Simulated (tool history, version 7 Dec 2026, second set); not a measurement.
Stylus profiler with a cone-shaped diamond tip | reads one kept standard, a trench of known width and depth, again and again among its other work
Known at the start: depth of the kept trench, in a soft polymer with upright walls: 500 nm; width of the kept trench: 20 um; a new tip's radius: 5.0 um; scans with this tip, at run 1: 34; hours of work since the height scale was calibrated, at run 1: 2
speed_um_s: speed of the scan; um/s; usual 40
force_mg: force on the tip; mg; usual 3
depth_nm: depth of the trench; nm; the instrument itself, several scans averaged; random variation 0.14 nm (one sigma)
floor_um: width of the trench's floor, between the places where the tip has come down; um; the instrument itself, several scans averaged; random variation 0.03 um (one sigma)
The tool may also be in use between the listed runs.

run	hour	speed_um_s	force_mg	scans with this tip	hours of work since the height scale was calibrated	depth_nm	floor_um
1	0	40	3	34	2	508.99	15.54
2	13.4	40	3	183	13	508.87	15.51
3	27.5	40	3	339	24	508.94	15.48
4	40.5	40	3	484	34	508.79	15.42
5	49	20	3	578	40	509.11	15.44
# hour 50.2: height scale calibrated on a step standard
6	59.6	20	3	690	7	508.84	15.42
7	68.3	20	3	786	14	508.93	15.34
8	79.5	20	3	911	23	508.98	15.28
# hour 86.6: height scale calibrated on a step standard, once more
9	90.1	20	3	1024	3	508.91	15.3
10	105.9	18	2	1198	15	506.51	15.23
11	112.6	18	2	1272	20	506.91	15.25
12	120.7	18	2	1362	26	506.89	15.16
13	128	40	1.07	1443	32	504.4	15.06
14	137.1	61	1.65	1545	39	505.73	15.01
15	153.1	25	6.64	1722	51	515.02	15.13
16	166.5	25	5.25	1871	62	512.9	15.07
17	173	25	5.25	1943	67	512.86	15.03
18	185.9	25	5.25	2086	77	512.84	15.02

Forecast each of these 3 alternatives for the next run:
A	195.3	25	2.56	2191	84	?	?
B	195.3	142	2.78	2191	84	?	?
C	195.3	19	1.24	2191	84	?	?

run	depth_nm	floor_um
A	507.52	14.97
B	508.67	14.68
C	504.97	14.94
Without the tool's hidden state the same runs would have given:
run	depth_nm	floor_um
A	507.66	15.58
B	508.8	15.29
C	505.1	15.55
